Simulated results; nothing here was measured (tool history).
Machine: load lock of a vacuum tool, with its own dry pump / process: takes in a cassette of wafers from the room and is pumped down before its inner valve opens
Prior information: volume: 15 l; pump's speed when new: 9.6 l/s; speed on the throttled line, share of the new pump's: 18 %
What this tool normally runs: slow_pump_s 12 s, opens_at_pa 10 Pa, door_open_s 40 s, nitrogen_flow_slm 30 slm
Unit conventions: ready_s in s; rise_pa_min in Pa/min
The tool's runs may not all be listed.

run,hour,slow_pump_s,opens_at_pa,door_open_s,nitrogen_flow_slm,"incoming humidity of the room's air, %",ready_s,rise_pa_min
1,0,12,10,40,30,46.6,27.8,0.108
2,301.4,12,10,40,30,49.1,27.9,0.111
3,835.7,12,10,40,30,46.6,28.2,0.123
4,1099.1,12,10,40,30,45.1,28,0.135
# hour 1322.8: dry pump taken out, an overhauled one fitted
5,1444.5,12,9,40,30,44.2,24.5,0.135
6,1958.1,12,9,40,30,45.5,24.6,0.152
7,2381.5,12,9,40,30,46.1,24.4,0.173
8,2734.5,12,10,40,30,44.1,24.4,0.17
9,3231.5,12,10,40,30,43.7,24.6,0.193
10,3842.7,22,10,40,30,44.5,32.8,0.224
11,4126.9,22,10,72,30,46,32.7,0.253
12,4612.9,12,10,40,30,44.7,24.5,0.249
13,5233.3,12,10,40,30,46.4,24.3,0.281
14,5497.6,12,10,40,30,44.2,24.7,0.287
15,6006.1,12,10,40,30,48.3,24.9,0.308
16,6386.3,12,10,40,30,46.3,25,0.321
17,6991.7,12,10,40,32,42.7,24.8,0.356
# hour 7082.9: door's seal changed, seat wiped
18,7267.6,12,10,150,32,45.2,24.8,0.099
19,7585.3,12,8,50,32,45.4,25.5,0.057
20,8086,12,10,170,30,44,25.6,0.109
21,8608.9,19,10,40,9,45.7,30.9,0.09
22,8933.6,24,19,34,30,46.6,33.7,0.066
23,9310,9,8,40,7,42.4,23.6,0.095
24,9690,12,18,207,30,47,24.3,0.162
25,10003.7,12,10,40,30,49.1,25.5,0.09
26,10365.7,12,9,40,44,46,25.9,0.093
27,10719,12,9,40,37,46.2,26.1,0.108
28,11314.9,12,9,40,37,42.8,25.8,0.12
29,11900.8,12,9,40,10,43.9,25.8,0.156
30,12527,12,12,83,30,47.8,25.7,0.184
31,12812.2,17,15,44,30,40.6,29.1,0.16
32,13430.5,17,19,157,30,48.1,29.1,0.248
33,13684.7,12,15,40,30,43.6,25.3,0.194
34,14099.2,12,10,40,13,46.7,26.1,0.233
35,14532.3,12,10,40,13,44.4,26.2,0.248
36,14989.6,8,8,40,30,43.4,23.6,0.253

Some steps in ready_s, run to run, broken into two amounts with sign: the step expected even without the hidden condition (settings, incoming material, random variation), and the rest, left for the hidden condition together with whatever gauge scatter is not in both the measured and the hidden-condition-free result:
Hidden conditions of the tool in this case: pump's speed, % of a new pump's; leak at the door's seal, Pa l/s; drift of the gauge itself on ready_s, %; drift of the gauge itself on rise_pa_min, %.
Run 4 -> 5: opens_at_pa 10 -> 9, dry pump taken out, an overhauled one fitted. ready_s -3.5 s: hidden state -3.8, all else +0.3.
Run 9 -> 10: slow_pump_s 12 -> 22. ready_s +8.2 s: hidden state +0, all else +8.2.
Run 11 -> 12: slow_pump_s 22 -> 12, door_open_s 72 -> 40. ready_s -8.2 s: hidden state +0, all else -8.2.
Run 22 -> 23: slow_pump_s 24 -> 9, opens_at_pa 19 -> 8, door_open_s 34 -> 40, nitrogen_flow_slm 30 -> 7. ready_s -10.1 s: hidden state +0.3, all else -10.4.
Run 33 -> 34: opens_at_pa 15 -> 10, nitrogen_flow_slm 30 -> 13. ready_s +0.8 s: hidden state +0.3, all else +0.5.

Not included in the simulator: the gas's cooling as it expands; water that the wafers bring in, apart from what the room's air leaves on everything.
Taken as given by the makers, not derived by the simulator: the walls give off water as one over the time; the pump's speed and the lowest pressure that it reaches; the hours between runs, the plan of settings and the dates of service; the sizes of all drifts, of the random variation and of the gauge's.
